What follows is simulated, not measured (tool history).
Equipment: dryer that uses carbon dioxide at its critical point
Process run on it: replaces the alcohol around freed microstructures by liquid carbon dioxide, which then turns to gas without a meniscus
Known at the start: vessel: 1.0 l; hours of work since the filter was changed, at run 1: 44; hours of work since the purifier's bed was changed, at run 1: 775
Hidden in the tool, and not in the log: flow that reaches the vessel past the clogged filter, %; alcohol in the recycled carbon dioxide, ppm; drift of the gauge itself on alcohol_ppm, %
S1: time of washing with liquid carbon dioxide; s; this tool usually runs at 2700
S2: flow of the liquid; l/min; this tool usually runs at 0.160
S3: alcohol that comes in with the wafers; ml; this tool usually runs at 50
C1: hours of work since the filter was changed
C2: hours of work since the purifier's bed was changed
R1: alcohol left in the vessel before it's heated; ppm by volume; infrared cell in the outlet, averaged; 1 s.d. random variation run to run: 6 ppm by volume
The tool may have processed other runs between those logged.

run,hour,S1,S2,S3,C1,C2,R1
1,0.0,2700,0.160,50,44,775,321
2,11.2,2700,0.120,50,52,783,1025
3,22.6,2700,0.120,50,60,791,1026
4,47.8,2700,0.120,50,78,810,1028
5,69.0,2700,0.160,50,93,825,351
6,89.9,2700,0.160,50,109,840,356
7,116.5,2700,0.160,50,128,859,364
8,140.5,2700,0.160,50,145,877,372
9,155.2,2700,0.160,50,156,887,377
10,169.9,1680,0.160,50,166,898,2151
11,196.6,4080,0.160,50,186,917,119
12,223.1,4080,0.160,50,205,936,107
13,244.6,4080,0.160,50,220,952,125
14,268.6,4080,0.160,50,238,969,124
15,287.2,4080,0.160,50,251,983,122
16,309.1,4080,0.160,50,267,999,123
17,326.6,4080,0.160,50,280,1011,128
18,352.7,2700,0.160,50,298,1030,468
19,364.2,2700,0.160,50,307,1038,477
20,388.5,2700,0.160,50,324,1056,494
21,409.3,2700,0.160,50,339,1071,513
22,426.5,2700,0.160,91,352,1083,854
23,439.8,2700,0.134,91,361,1093,1751
24,456.1,2940,0.197,93,373,1105,276
25,472.5,2940,0.197,93,385,1117,267
26,484.5,2040,0.144,26,394,1125,1140
27,507.3,2040,0.144,26,410,1142,1173
28,529.3,2880,0.097,111,426,1158,5354
29,550.5,1920,0.229,111,442,1173,1076
30,567.1,4080,0.111,29,454,1185,345
31,593.0,4200,0.111,89,472,1204,711
32,614.0,3660,0.168,50,487,1219,196
# hour 638.5: inlet filter changed
33,640.8,4020,0.160,27,2,1238,129
34,657.6,1920,0.217,91,14,1250,634
35,669.8,1920,0.217,91,23,1259,654
36,694.8,2700,0.108,50,41,1277,1498
37,709.7,2700,0.108,50,51,1287,1557
38,731.3,3960,0.160,50,67,1303,161
39,753.8,1800,0.249,29,83,1319,258
40,766.3,3000,0.154,116,92,1328,570
# hour 775.6: purifier's bed changed
41,781.3,3000,0.154,116,101,4,446
42,798.7,2700,0.160,113,114,17,614
43,825.4,2700,0.160,113,133,36,687
44,845.5,2700,0.160,113,147,51,685
45,861.5,2700,0.160,113,159,62,671
46,873.5,3780,0.160,94,168,71,85

Pick out some run-to-run changes in R1. Of each, how much would a tool without hidden state show as well, from the settings, what came in and chance, and how much is left for the hidden state and any gauge scatter not in both results compared?
Run 10 -> 11: S1 1680 -> 4080. R1 -2032 ppm by volume: hidden state -333, all else -1699.
Run 23 -> 24: S1 2700 -> 2940, S2 0.134 -> 0.197, S3 91 -> 93. R1 -1475 ppm by volume: hidden state -569, all else -906.
Run 27 -> 28: S1 2040 -> 2880, S2 0.144 -> 0.097, S3 26 -> 111. R1 +4181 ppm by volume: hidden state +1554, all else +2627.
Run 28 -> 29: S1 2880 -> 1920, S2 0.097 -> 0.229. R1 -4278 ppm by volume: hidden state -1440, all else -2838.

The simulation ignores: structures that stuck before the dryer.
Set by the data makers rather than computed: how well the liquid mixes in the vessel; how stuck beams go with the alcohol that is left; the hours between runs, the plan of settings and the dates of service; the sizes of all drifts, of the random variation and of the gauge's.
